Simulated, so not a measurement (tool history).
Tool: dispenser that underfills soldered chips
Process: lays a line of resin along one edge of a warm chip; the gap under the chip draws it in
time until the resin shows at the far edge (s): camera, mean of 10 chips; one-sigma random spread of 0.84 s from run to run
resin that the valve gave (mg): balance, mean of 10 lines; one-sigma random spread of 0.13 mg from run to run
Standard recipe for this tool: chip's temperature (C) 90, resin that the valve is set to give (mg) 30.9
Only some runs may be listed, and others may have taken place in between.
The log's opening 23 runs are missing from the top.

run   hour  chip's temperature (C)  resin that the valve is set to give (mg)  time until the resin shows at the far edge (s)  resin that the valve gave (mg)
     149.5  -- new syringe of resin
 24  151.3                      94                                      32.4                                            76.5                           32.09
 25  157.3                      79                                      37.3                                           157.9                           36.93
 26  164.9                      79                                      31.4                                           256.2                           30.91
     168.8  -- new syringe of resin
 27  173.2                      79                                      31.4                                           134.8                           30.75
 28  178.0                      92                                      27.1                                           124.4                           26.54
 29  185.0                      92                                      27.1                                           188.7                           26.44
     188.5  -- new syringe of resin
 30  193.5                     104                                      38.1                                            67.0                           37.11
 31  198.7                     104                                      38.1                                            87.8                           36.91
 32  205.7                      99                                      28.6                                           159.7                           27.36
     207.9  -- new syringe of resin
 33  213.6                      93                                      28.5                                            99.2                           27.30
 34  222.0                      93                                      26.8                                           164.1                           25.81
     227.3  -- new syringe of resin
 35  228.2                      98                                      30.9                                            65.3                           29.39

5 ways to go on from here, each from the tool as it stands after run 35. What would each give?
  A  233.5                     102                                      27.5                                               ?                               ?
  B  233.5                      88                                      30.9                                               ?                               ?
  C  233.5                      80                                      28.1                                               ?                               ?
  D  233.5                      79                                      30.9                                               ?                               ?
  E  233.5                      76                                      37.2                                               ?                               ?

run  time until the resin shows at the far edge (s)  resin that the valve gave (mg)
  A                                            81.4                           25.91
  B                                           114.5                           29.43
  C                                           149.9                           26.77
  D                                           149.1                           29.17
  E                                           158.9                           35.35
Stripped of hidden state, with their random variation kept, the same runs would have yielded:
run  time until the resin shows at the far edge (s)  resin that the valve gave (mg)
  A                                            58.7                           27.28
  B                                            83.3                           30.98
  C                                           108.7                           28.17
  D                                           108.6                           30.70
  E                                           116.7                           37.22
